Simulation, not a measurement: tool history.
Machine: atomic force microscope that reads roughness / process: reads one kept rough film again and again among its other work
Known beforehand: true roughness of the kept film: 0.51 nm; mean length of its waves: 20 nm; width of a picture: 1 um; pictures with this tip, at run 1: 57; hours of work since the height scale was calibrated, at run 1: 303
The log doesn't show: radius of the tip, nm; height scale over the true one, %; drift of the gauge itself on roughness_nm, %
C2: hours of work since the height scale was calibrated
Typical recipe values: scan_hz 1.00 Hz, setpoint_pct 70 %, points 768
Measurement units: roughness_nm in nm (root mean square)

Run 1, hour 0.0: usual settings; pictures with this tip 57; C2 303. Result: roughness_nm 0.460 nm (root mean square).
Run 2, hour 5.2: usual settings; pictures with this tip 62; C2 306. Result: roughness_nm 0.458 nm (root mean square).
Run 3, hour 11.4: usual settings; pictures with this tip 68; C2 310. Result: roughness_nm 0.457 nm (root mean square).
Run 4, hour 18.4: usual settings; pictures with this tip 75; C2 315. Result: roughness_nm 0.452 nm (root mean square).
Run 5, hour 24.1: usual settings but points 791; pictures with this tip 81; C2 318. Result: roughness_nm 0.451 nm (root mean square).
Run 6, hour 29.9: usual settings but points 791; pictures with this tip 87; C2 322. Result: roughness_nm 0.447 nm (root mean square).
Run 7, hour 34.8: usual settings but setpoint_pct 87 %, points 791; pictures with this tip 92; C2 325. Result: roughness_nm 0.426 nm (root mean square).
Run 8, hour 41.6: usual settings but setpoint_pct 87 %, points 517; pictures with this tip 99; C2 330. Result: roughness_nm 0.421 nm (root mean square).
Run 9, hour 50.7: usual settings but setpoint_pct 87 %, points 517; pictures with this tip 108; C2 336. Result: roughness_nm 0.420 nm (root mean square).
Run 10, hour 62.1: usual settings but scan_hz 3.97 Hz; pictures with this tip 119; C2 343. Result: roughness_nm 0.390 nm (root mean square).
Run 11, hour 73.4: usual settings but setpoint_pct 68 %; pictures with this tip 131; C2 351. Result: roughness_nm 0.439 nm (root mean square).
Run 12, hour 82.5: usual settings but setpoint_pct 68 %; pictures with this tip 140; C2 357. Result: roughness_nm 0.430 nm (root mean square).
Run 13, hour 93.7: usual settings but setpoint_pct 67 %; pictures with this tip 151; C2 364. Result: roughness_nm 0.442 nm (root mean square).
Run 14, hour 99.7: usual settings but setpoint_pct 63 %; pictures with this tip 157; C2 368. Result: roughness_nm 0.443 nm (root mean square).
Run 15, hour 107.4: usual settings but setpoint_pct 63 %; pictures with this tip 165; C2 373. Result: roughness_nm 0.446 nm (root mean square).
At hour 115.6: new tip fitted.
Run 16, hour 116.6: usual settings but setpoint_pct 63 %, points 316; pictures with this tip 1; C2 379. Result: roughness_nm 0.462 nm (root mean square).
Run 17, hour 124.0: usual settings but setpoint_pct 63 %, points 316; pictures with this tip 8; C2 384. Result: roughness_nm 0.455 nm (root mean square).
Run 18, hour 130.5: usual settings but setpoint_pct 63 %, points 316; pictures with this tip 15; C2 388. Result: roughness_nm 0.457 nm (root mean square).
Run 19, hour 137.0: usual settings; pictures with this tip 21; C2 392. Result: roughness_nm 0.458 nm (root mean square).
Run 20, hour 143.4: usual settings but points 410; pictures with this tip 28; C2 396. Result: roughness_nm 0.454 nm (root mean square).
Run 21, hour 148.4: usual settings; pictures with this tip 33; C2 400. Result: roughness_nm 0.460 nm (root mean square).
Run 22, hour 153.8: usual settings; pictures with this tip 38; C2 403. Result: roughness_nm 0.456 nm (root mean square).
Run 23, hour 164.4: usual settings but setpoint_pct 56 %; pictures with this tip 49; C2 410. Result: roughness_nm 0.458 nm (root mean square).
Run 24, hour 170.6: usual settings; pictures with this tip 55; C2 414. Result: roughness_nm 0.449 nm (root mean square).
Run 25, hour 179.4: usual settings but scan_hz 1.28 Hz, setpoint_pct 68 %, points 863; pictures with this tip 64; C2 420. Result: roughness_nm 0.439 nm (root mean square).
Run 26, hour 191.0: usual settings but scan_hz 3.70 Hz, setpoint_pct 68 %, points 392; pictures with this tip 75; C2 428. Result: roughness_nm 0.404 nm (root mean square).
Run 27, hour 196.2: usual settings but scan_hz 0.92 Hz, setpoint_pct 72 %, points 452; pictures with this tip 81; C2 431. Result: roughness_nm 0.438 nm (root mean square).
Run 28, hour 204.6: usual settings but scan_hz 0.92 Hz, setpoint_pct 72 %, points 452; pictures with this tip 89; C2 437. Result: roughness_nm 0.443 nm (root mean square).
Run 29, hour 215.9: usual settings but scan_hz 2.98 Hz; pictures with this tip 101; C2 444. Result: roughness_nm 0.404 nm (root mean square).
Run 30, hour 223.5: usual settings but scan_hz 2.98 Hz; pictures with this tip 108; C2 449. Result: roughness_nm 0.399 nm (root mean square).
Run 31, hour 229.7: usual settings but scan_hz 2.98 Hz; pictures with this tip 114; C2 453. Result: roughness_nm 0.401 nm (root mean square).
At hour 231.4: height scale calibrated on a step standard.
Run 32, hour 239.6: usual settings but scan_hz 2.09 Hz, points 279; pictures with this tip 123; C2 5. Result: roughness_nm 0.404 nm (root mean square).
Run 33, hour 249.9: usual settings but scan_hz 2.09 Hz, points 279; pictures with this tip 134; C2 12. Result: roughness_nm 0.405 nm (root mean square).
Run 34, hour 259.3: usual settings but setpoint_pct 75 %; pictures with this tip 143; C2 18. Result: roughness_nm 0.434 nm (root mean square).
Run 35, hour 267.5: usual settings but setpoint_pct 68 %, points 293; pictures with this tip 151; C2 24. Result: roughness_nm 0.424 nm (root mean square).
At hour 274.7: height scale calibrated on a step standard, once more.
Run 36, hour 279.1: usual settings but points 796; pictures with this tip 162; C2 3. Result: roughness_nm 0.431 nm (root mean square).
Run 37, hour 288.3: usual settings but points 796; pictures with this tip 171; C2 9. Result: roughness_nm 0.427 nm (root mean square).
At hour 289.9: new tip fitted.
Run 38, hour 294.0: usual settings but scan_hz 3.47 Hz, setpoint_pct 69 %, points 291; pictures with this tip 4; C2 12. Result: roughness_nm 0.407 nm (root mean square).
Run 39, hour 305.0: usual settings but scan_hz 0.94 Hz; pictures with this tip 15; C2 20. Result: roughness_nm 0.459 nm (root mean square).
Run 40, hour 315.3: usual settings but scan_hz 0.94 Hz, setpoint_pct 79 %, points 460; pictures with this tip 25; C2 26. Result: roughness_nm 0.440 nm (root mean square).
Run 41, hour 321.3: usual settings but scan_hz 1.46 Hz, setpoint_pct 61 %; pictures with this tip 31; C2 30. Result: roughness_nm 0.457 nm (root mean square).
Run 42, hour 331.3: usual settings but scan_hz 1.46 Hz, setpoint_pct 61 %; pictures with this tip 41; C2 37. Result: roughness_nm 0.455 nm (root mean square).
Run 43, hour 337.6: usual settings but scan_hz 1.46 Hz, setpoint_pct 61 %, points 490; pictures with this tip 48; C2 41. Result: roughness_nm 0.444 nm (root mean square).
Run 44, hour 342.6: usual settings but scan_hz 1.46 Hz, setpoint_pct 61 %, points 490; pictures with this tip 53; C2 44. Result: roughness_nm 0.455 nm (root mean square).
Run 45, hour 350.0: usual settings but setpoint_pct 78 %; pictures with this tip 60; C2 49. Result: roughness_nm 0.439 nm (root mean square).
Run 46, hour 360.9: usual settings but setpoint_pct 78 %, points 556; pictures with this tip 71; C2 56. Result: roughness_nm 0.437 nm (root mean square).
Run 47, hour 371.5: usual settings but scan_hz 0.79 Hz, points 473; pictures with this tip 82; C2 63. Result: roughness_nm 0.440 nm (root mean square).

Run by run, hidden condition taken away, random variation retained:
run  roughness_nm
  1         0.470
  2         0.469
  3         0.469
  4         0.465
  5         0.466
  6         0.463
  7         0.442
  8         0.438
  9         0.439
 10         0.410
 11         0.464
 12         0.457
 13         0.471
 14         0.473
 15         0.477
 16         0.463
 17         0.458
 18         0.461
 19         0.463
 20         0.461
 21         0.469
 22         0.465
 23         0.470
 24         0.462
 25         0.454
 26         0.419
 27         0.456
 28         0.463
 29         0.425
 30         0.421
 31         0.424
 32         0.428
 33         0.431
 34         0.463
 35         0.455
 36         0.466
 37         0.464
 38         0.409
 39         0.464
 40         0.447
 41         0.466
 42         0.465
 43         0.456
 44         0.468
 45         0.453
 46         0.453
 47         0.459

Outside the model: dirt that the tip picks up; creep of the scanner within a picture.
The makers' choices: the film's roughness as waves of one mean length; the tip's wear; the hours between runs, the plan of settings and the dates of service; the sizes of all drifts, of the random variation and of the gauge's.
